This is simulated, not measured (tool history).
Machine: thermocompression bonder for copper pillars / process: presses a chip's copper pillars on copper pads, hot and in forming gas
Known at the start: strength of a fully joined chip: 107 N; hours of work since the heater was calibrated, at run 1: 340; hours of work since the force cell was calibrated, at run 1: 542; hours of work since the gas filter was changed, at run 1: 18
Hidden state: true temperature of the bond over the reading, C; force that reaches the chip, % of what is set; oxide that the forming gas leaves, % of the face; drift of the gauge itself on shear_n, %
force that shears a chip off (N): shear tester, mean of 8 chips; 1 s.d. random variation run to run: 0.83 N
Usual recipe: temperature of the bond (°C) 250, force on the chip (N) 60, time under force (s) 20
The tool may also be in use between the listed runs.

run	hour	temperature of the bond (°C)	force on the chip (N)	time under force (s)	hours of work since the heater was calibrated	hours of work since the force cell was calibrated	hours of work since the gas filter was changed	force that shears a chip off (N)
1	0	250	60	20	340	542	18	65.1
2	36.3	250	60	42	362	563	39	79.4
3	59.3	250	60	20	375	577	53	63.7
4	93.7	250	60	20	395	597	73	64.1
5	115	250	88	20	408	609	86	73.3
6	139	250	53	20	422	623	100	61.8
7	172.1	250	53	20	441	643	119	60
8	206	250	53	20	461	663	139	60.4
9	227.4	250	60	20	474	675	152	63
10	251.2	250	60	15	488	689	166	57.9
11	271.1	250	60	15	500	701	177	58.5
12	303.7	250	52	15	519	720	197	53.7
13	329.9	250	52	15	534	736	212	54.1
14	358.8	250	60	20	551	753	229	61.3
15	374.2	250	60	24	560	762	238	63.7
16	404.3	250	60	20	578	779	256	63
17	440.9	250	60	29	599	801	277	68.9
18	459.5	250	60	29	610	812	288	67.5
19	483.2	250	60	28	624	826	302	67.7
# hour 503.4: forming gas filter changed
20	505.2	243	52	29	637	838	1	62
21	527.4	243	52	29	650	851	14	62.1
# hour 532: force cell calibrated
22	560.7	243	52	29	669	17	33	61.5
23	594	264	66	18	688	36	52	69.8
# hour 597.1: force cell calibrated, once more
24	621.4	251	43	15	703	14	68	52.2
25	645.1	229	60	19	717	28	82	51.6
26	663.4	229	60	19	728	39	92	51.7
27	697.8	250	43	20	748	59	113	54.9
28	724.9	237	60	22	764	75	128	56.6
29	755	267	88	12	782	93	146	74
30	774.1	249	60	20	793	104	157	63.3
31	801.4	268	62	57	809	120	173	91.4
32	821.9	264	60	12	821	132	185	62.1
33	853.6	264	80	12	840	151	204	68.6
34	881.7	264	80	12	856	167	221	67
35	899.7	250	60	21	867	178	231	63.5
36	919.1	250	60	21	878	189	243	63.7
37	949.5	250	65	10	896	207	260	52.7

Here are 3 independent what-if runs from the current tool condition. What would each one return?
A	986	261	48	42	918	229	282	?
B	986	223	65	30	918	229	282	?
C	986	230	72	21	918	229	282	?

run	force that shears a chip off (N)
A	75.5
B	55.6
C	57.1
With the hidden condition removed and each run's random variation left untouched, the same runs would have given:
run	force that shears a chip off (N)
A	80.2
B	59.7
C	61.3
